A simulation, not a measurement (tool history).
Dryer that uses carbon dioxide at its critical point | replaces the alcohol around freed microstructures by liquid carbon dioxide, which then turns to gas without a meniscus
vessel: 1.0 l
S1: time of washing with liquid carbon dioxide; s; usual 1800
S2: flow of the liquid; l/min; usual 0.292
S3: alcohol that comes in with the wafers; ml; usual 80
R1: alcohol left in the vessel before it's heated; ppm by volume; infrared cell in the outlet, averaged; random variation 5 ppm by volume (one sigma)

Run 1, hour 0.0: usual settings. Result: R1 120 ppm by volume.
Run 2, hour 35.4: usual settings. Result: R1 123 ppm by volume.
Run 3, hour 59.3: usual settings but S1 1260 s. Result: R1 845 ppm by volume.
At hour 66.9: inlet filter changed.
Run 4, hour 78.0: usual settings but S2 0.226 l/min. Result: R1 201 ppm by volume.
Run 5, hour 100.9: usual settings but S1 1380 s. Result: R1 219 ppm by volume.
Run 6, hour 133.9: usual settings but S1 1320 s. Result: R1 273 ppm by volume.
Run 7, hour 167.6: usual settings but S1 1320 s. Result: R1 293 ppm by volume.
Run 8, hour 183.5: usual settings. Result: R1 73 ppm by volume.
Run 9, hour 209.5: usual settings. Result: R1 69 ppm by volume.
Run 10, hour 228.4: usual settings. Result: R1 67 ppm by volume.
Run 11, hour 255.6: usual settings but S3 62 ml. Result: R1 63 ppm by volume.
Run 12, hour 273.7: usual settings but S2 0.177 l/min. Result: R1 853 ppm by volume.
Run 13, hour 292.0: usual settings but S2 0.465 l/min. Result: R1 33 ppm by volume.
Run 14, hour 326.2: usual settings but S2 0.465 l/min, S3 25 ml. Result: R1 33 ppm by volume.
Run 15, hour 362.0: usual settings. Result: R1 64 ppm by volume.
Run 16, hour 380.1: usual settings. Result: R1 77 ppm by volume.
Run 17, hour 411.5: usual settings but S3 113 ml. Result: R1 108 ppm by volume.
Run 18, hour 426.5: usual settings but S3 92 ml. Result: R1 110 ppm by volume.
Run 19, hour 443.2: usual settings but S1 2040 s, S2 0.239 l/min, S3 23 ml. Result: R1 71 ppm by volume.
Run 20, hour 478.3: usual settings but S3 64 ml. Result: R1 77 ppm by volume.
Run 21, hour 503.6: usual settings but S3 64 ml. Result: R1 88 ppm by volume.
Run 22, hour 519.8: usual settings but S1 2520 s, S2 0.363 l/min, S3 64 ml. Result: R1 46 ppm by volume.
Run 23, hour 535.7: usual settings but S1 2520 s, S2 0.363 l/min, S3 64 ml. Result: R1 54 ppm by volume.
Run 24, hour 555.9: usual settings but S1 2520 s, S2 0.363 l/min, S3 64 ml. Result: R1 49 ppm by volume.
Run 25, hour 573.0: usual settings but S1 2520 s, S2 0.363 l/min, S3 64 ml. Result: R1 47 ppm by volume.
Run 26, hour 608.7: usual settings but S1 1440 s. Result: R1 314 ppm by volume.
Run 27, hour 625.9: usual settings but S1 1080 s, S3 30 ml. Result: R1 474 ppm by volume.
Run 28, hour 651.5: usual settings but S1 1080 s, S3 30 ml. Result: R1 474 ppm by volume.
Run 29, hour 666.6: usual settings but S1 1920 s, S2 0.247 l/min, S3 35 ml. Result: R1 115 ppm by volume.
Run 30, hour 684.1: usual settings but S1 1920 s, S2 0.247 l/min, S3 35 ml. Result: R1 126 ppm by volume.
Run 31, hour 711.8: usual settings but S1 1920 s, S2 0.247 l/min, S3 35 ml. Result: R1 123 ppm by volume.
Run 32, hour 735.5: usual settings but S1 1920 s, S2 0.247 l/min, S3 35 ml. Result: R1 131 ppm by volume.
Run 33, hour 761.5: usual settings but S1 1920 s, S2 0.247 l/min, S3 35 ml. Result: R1 132 ppm by volume.
Run 34, hour 791.6: usual settings but S1 1740 s, S3 92 ml. Result: R1 188 ppm by volume.
Run 35, hour 811.2: usual settings but S1 1740 s, S3 92 ml. Result: R1 188 ppm by volume.

Measured less the same run without the tool's hidden state. The same run-to-run variation is in both; the gauge's scatter may not be:
The hidden state here: flow that reaches the vessel past the clogged filter, %; alcohol in the recycled carbon dioxide, ppm; drift of the gauge itself on alcohol_ppm, %.
run    R1
  1   +89
  2   +99
  3  +535
  4   +22
  5   +28
  6   +42
  7   +54
  8   +27
  9   +30
 10   +32
 11   +33
 12  +179
 13   +27
 14   +28
 15   +47
 16   +51
 17   +63
 18   +60
 19   +46
 20   +58
 21   +62
 22   +40
 23   +41
 24   +42
 25   +42
 26  +174
 27  +217
 28  +228
 29   +85
 30   +87
 31   +89
 32   +92
 33   +97
 34  +138
 35  +140

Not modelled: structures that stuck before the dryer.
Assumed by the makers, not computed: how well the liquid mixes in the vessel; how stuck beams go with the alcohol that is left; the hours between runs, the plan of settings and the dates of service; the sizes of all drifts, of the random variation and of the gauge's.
